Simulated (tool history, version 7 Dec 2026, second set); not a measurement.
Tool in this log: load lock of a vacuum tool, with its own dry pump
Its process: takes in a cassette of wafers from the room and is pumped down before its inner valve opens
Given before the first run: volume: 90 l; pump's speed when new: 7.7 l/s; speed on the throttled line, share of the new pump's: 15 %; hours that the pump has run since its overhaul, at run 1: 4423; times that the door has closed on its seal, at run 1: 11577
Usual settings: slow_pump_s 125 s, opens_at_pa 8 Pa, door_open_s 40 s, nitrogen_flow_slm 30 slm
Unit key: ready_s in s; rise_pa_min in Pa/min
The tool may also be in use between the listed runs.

run,hour,slow_pump_s,opens_at_pa,door_open_s,nitrogen_flow_slm,hours that the pump has run since its overhaul,times that the door has closed on its seal,"incoming humidity of the room's air, %",ready_s,rise_pa_min
1,0.0,125,8,40,30,4423,11577,44.4,222.5,0.063
2,126.8,125,8,40,30,4550,12082,46.4,222.8,0.070
3,276.8,125,8,40,30,4700,12679,45.3,224.1,0.068
4,393.4,125,8,40,30,4816,13143,47.2,224.3,0.072
5,586.3,125,8,40,30,5009,13911,44.6,223.0,0.075
6,821.2,125,8,40,30,5244,14846,49.9,224.6,0.084
7,1028.2,125,8,40,30,5451,15670,43.6,223.7,0.088
8,1264.4,125,8,40,30,5687,16610,49.3,223.9,0.098
9,1405.8,125,8,40,30,5829,17173,45.6,226.3,0.093
10,1610.9,82,8,113,30,6034,17989,43.8,188.9,0.110
11,1872.8,82,8,113,30,6296,19031,46.1,188.0,0.118
12,2024.2,121,12,218,42,6447,19634,47.7,219.1,0.136
13,2239.2,121,12,218,42,6662,20490,49.4,219.5,0.137
14,2440.6,121,12,218,42,6864,21291,45.8,219.5,0.146
15,2572.9,121,12,218,42,6996,21818,44.1,219.6,0.148
16,2768.0,121,12,86,4,7191,22594,45.3,219.3,0.173
17,3002.6,121,12,86,8,7426,23528,45.0,217.6,0.169
18,3231.3,175,12,84,8,7654,24438,43.2,265.8,0.176

Predict each of these 3 candidate next runs independently; none follows another, all start after run 18:
A,3459.6,178,12,84,8,7883,25347,42.4,?,?
B,3459.6,175,12,35,40,7883,25347,44.5,?,?
C,3459.6,147,10,71,30,7883,25347,44.0,?,?

run,ready_s,rise_pa_min
A,267.9,0.179
B,266.3,0.151
C,244.7,0.160
Without the tool's unlogged condition, the same runs would have read:
run,ready_s,rise_pa_min
A,258.1,0.041
B,256.2,0.013
C,233.8,0.022
